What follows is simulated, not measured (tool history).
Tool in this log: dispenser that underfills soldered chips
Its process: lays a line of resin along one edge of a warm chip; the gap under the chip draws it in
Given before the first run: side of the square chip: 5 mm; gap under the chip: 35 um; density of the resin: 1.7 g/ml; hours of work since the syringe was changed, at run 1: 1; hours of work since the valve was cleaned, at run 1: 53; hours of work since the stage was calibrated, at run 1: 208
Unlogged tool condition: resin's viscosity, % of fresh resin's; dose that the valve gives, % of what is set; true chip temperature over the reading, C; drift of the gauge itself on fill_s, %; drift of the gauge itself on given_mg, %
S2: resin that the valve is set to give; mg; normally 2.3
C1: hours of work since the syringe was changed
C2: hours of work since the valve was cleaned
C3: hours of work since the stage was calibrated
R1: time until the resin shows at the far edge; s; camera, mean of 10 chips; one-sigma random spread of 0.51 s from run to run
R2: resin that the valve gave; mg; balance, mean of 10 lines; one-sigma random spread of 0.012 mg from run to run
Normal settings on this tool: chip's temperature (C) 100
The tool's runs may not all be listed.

run 1 hour=0 | chip's_temperature_(C)=100 S2=2.3 | C1=1 C2=53 C3=208 | R1=47.5 R2=2.23
-- hour=10.7 new syringe of resin
run 2 hour=11 | chip's_temperature_(C)=86 S2=2.3 | C1=0 C2=60 C3=215 | R1=79.6 R2=2.21
-- hour=18.8 dispensing valve cleaned and set on the balance
run 3 hour=18.9 | chip's_temperature_(C)=86 S2=2.3 | C1=5 C2=0 C3=219 | R1=106.8 R2=2.29
-- hour=23.6 new syringe of resin
run 4 hour=28.5 | chip's_temperature_(C)=86 S2=2.3 | C1=3 C2=6 C3=226 | R1=101.4 R2=2.3
-- hour=35.5 new syringe of resin
run 5 hour=35.5 | chip's_temperature_(C)=86 S2=2.3 | C1=0 C2=11 C3=230 | R1=78.8 R2=2.26
run 6 hour=46.4 | chip's_temperature_(C)=86 S2=2.3 | C1=7 C2=18 C3=238 | R1=134.9 R2=2.27
-- hour=47.4 new syringe of resin
run 7 hour=56.3 | chip's_temperature_(C)=86 S2=2.3 | C1=6 C2=25 C3=244 | R1=124.6 R2=2.27
-- hour=59.3 new syringe of resin
run 8 hour=65 | chip's_temperature_(C)=86 S2=2.3 | C1=4 C2=30 C3=250 | R1=105.7 R2=2.23
-- hour=71.2 new syringe of resin
run 9 hour=73.7 | chip's_temperature_(C)=100 S2=2.3 | C1=2 C2=36 C3=255 | R1=50 R2=2.26
-- hour=83.2 new syringe of resin
run 10 hour=84.3 | chip's_temperature_(C)=96 S2=2.3 | C1=1 C2=43 C3=262 | R1=55.7 R2=2.22
run 11 hour=92.1 | chip's_temperature_(C)=96 S2=2.3 | C1=6 C2=48 C3=267 | R1=80.3 R2=2.21
-- hour=95.2 new syringe of resin
run 12 hour=101.9 | chip's_temperature_(C)=96 S2=2.3 | C1=4 C2=54 C3=274 | R1=72.5 R2=2.19
-- hour=107.6 new syringe of resin
run 13 hour=111.4 | chip's_temperature_(C)=100 S2=2.03 | C1=3 C2=60 C3=280 | R1=56.1 R2=1.94
-- hour=119.4 dispensing valve cleaned and set on the balance
-- hour=120.4 new syringe of resin
run 14 hour=121.2 | chip's_temperature_(C)=100 S2=2.72 | C1=1 C2=1 C3=286 | R1=46.4 R2=2.72
run 15 hour=130.9 | chip's_temperature_(C)=111 S2=2.3 | C1=7 C2=7 C3=292 | R1=49.2 R2=2.3
-- hour=132.3 new syringe of resin
run 16 hour=136.1 | chip's_temperature_(C)=111 S2=2.3 | C1=3 C2=11 C3=295 | R1=35 R2=2.27
-- hour=144.4 new syringe of resin
run 17 hour=145.1 | chip's_temperature_(C)=111 S2=2.3 | C1=0 C2=17 C3=301 | R1=29.8 R2=2.27
run 18 hour=149.6 | chip's_temperature_(C)=91 S2=2.9 | C1=4 C2=20 C3=304 | R1=81.8 R2=2.85
-- hour=156.5 new syringe of resin
run 19 hour=158.9 | chip's_temperature_(C)=91 S2=2.62 | C1=2 C2=26 C3=310 | R1=70.4 R2=2.6
run 20 hour=165.5 | chip's_temperature_(C)=108 S2=2.48 | C1=6 C2=30 C3=315 | R1=50.1 R2=2.42
-- hour=168.5 new syringe of resin
run 21 hour=176.2 | chip's_temperature_(C)=92 S2=2.98 | C1=5 C2=37 C3=322 | R1=88.6 R2=2.87
-- hour=180.5 new syringe of resin
run 22 hour=184.4 | chip's_temperature_(C)=92 S2=2.98 | C1=3 C2=42 C3=327 | R1=73.9 R2=2.88
run 23 hour=190.4 | chip's_temperature_(C)=95 S2=2.98 | C1=7 C2=46 C3=331 | R1=87.4 R2=2.86
-- hour=192.7 new syringe of resin
run 24 hour=195.8 | chip's_temperature_(C)=113 S2=2.85 | C1=2 C2=50 C3=334 | R1=31.2 R2=2.76
run 25 hour=203.1 | chip's_temperature_(C)=113 S2=2.85 | C1=7 C2=55 C3=339 | R1=44.8 R2=2.72

Estimate the outcome of run 26 from the log above:
-- hour=205.4 new syringe of resin
run 26 hour=213.8 | chip's_temperature_(C)=113 S2=2.85 | C1=6 C2=62 C3=346 | R1=? R2=?

{"run 26": {"R1": 40.6, "R2": 2.71}}
Were there no unlogged condition in the tool, this run, its random variation unchanged, would have produced R1 25.1 s, R2 2.85 mg.
